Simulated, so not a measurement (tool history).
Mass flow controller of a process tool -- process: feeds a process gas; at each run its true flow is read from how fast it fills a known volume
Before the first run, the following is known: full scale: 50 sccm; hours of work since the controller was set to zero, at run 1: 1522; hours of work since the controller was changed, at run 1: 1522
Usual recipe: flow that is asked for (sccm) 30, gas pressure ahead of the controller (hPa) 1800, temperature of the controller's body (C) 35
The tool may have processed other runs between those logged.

| run | hour | flow that is asked for (sccm) | gas pressure ahead of the controller (hPa) | temperature of the controller's body (C) | hours of work since the controller was set to zero | hours of work since the controller was changed | true flow (%) |
|---|---|---|---|---|---|---|---|
| 1 | 0.0 | 30 | 1800 | 35 | 1522 | 1522 | 99.70 |
| 2 | 231.0 | 30 | 1800 | 35 | 1661 | 1661 | 99.73 |
| 3 | 373.1 | 30 | 2030 | 35 | 1747 | 1747 | 99.99 |
| 4 | 494.5 | 30 | 2030 | 35 | 1821 | 1821 | 99.79 |
| 5 | 698.6 | 30 | 2030 | 35 | 1944 | 1944 | 99.95 |
| 6 | 849.8 | 30 | 1770 | 35 | 2035 | 2035 | 99.86 |
| 7 | 1091.6 | 5 | 1800 | 35 | 2181 | 2181 | 97.46 |
| 8 | 1298.1 | 5 | 1800 | 35 | 2306 | 2306 | 97.33 |
| 9 | 1462.3 | 5 | 1800 | 35 | 2405 | 2405 | 97.31 |
| 10 | 1698.1 | 5 | 1800 | 35 | 2548 | 2548 | 97.19 |
| 11 | 1817.4 | 30 | 1800 | 36 | 2620 | 2620 | 100.06 |
| 12 | 2062.3 | 30 | 1800 | 36 | 2768 | 2768 | 100.19 |
| 13 | 2217.5 | 30 | 1800 | 36 | 2862 | 2862 | 100.10 |
| 14 | 2448.0 | 46 | 2080 | 39 | 3001 | 3001 | 100.82 |
| 15 | 2567.4 | 46 | 1610 | 29 | 3073 | 3073 | 101.01 |
| 16 | 2729.3 | 46 | 1610 | 29 | 3171 | 3171 | 100.93 |
| 17 | 2839.9 | 46 | 1610 | 29 | 3238 | 3238 | 100.89 |
| 18 | 2971.7 | 16 | 2120 | 22 | 3318 | 3318 | 100.39 |
| 19 | 3211.7 | 6 | 2470 | 30 | 3462 | 3462 | 98.19 |
| 20 | 3442.3 | 6 | 2470 | 30 | 3602 | 3602 | 98.20 |
| 21 | 3640.2 | 6 | 2470 | 30 | 3721 | 3721 | 98.11 |
| 22 | 3756.7 | 12 | 2210 | 39 | 3792 | 3792 | 99.44 |
| 23 | 3917.4 | 12 | 2210 | 39 | 3889 | 3889 | 99.40 |
| 24 | 4113.0 | 12 | 2210 | 39 | 4007 | 4007 | 99.45 |
| 25 | 4313.8 | 34 | 1800 | 35 | 4128 | 4128 | 100.66 |

Alternative continuations, all from the tool just after run 25; predict every row:
| A | 4475.4 | 30 | 1800 | 35 | 4226 | 4226 | ? |
| B | 4475.4 | 30 | 1800 | 29 | 4226 | 4226 | ? |
| C | 4475.4 | 28 | 2240 | 39 | 4226 | 4226 | ? |

| run | true flow (%) |
|---|---|
| A | 100.68 |
| B | 101.07 |
| C | 100.61 |
The same runs, with their run-to-run variation unchanged, on a tool lacking any hidden condition would have given:
| run | true flow (%) |
|---|---|
| A | 99.06 |
| B | 99.46 |
| C | 99.05 |
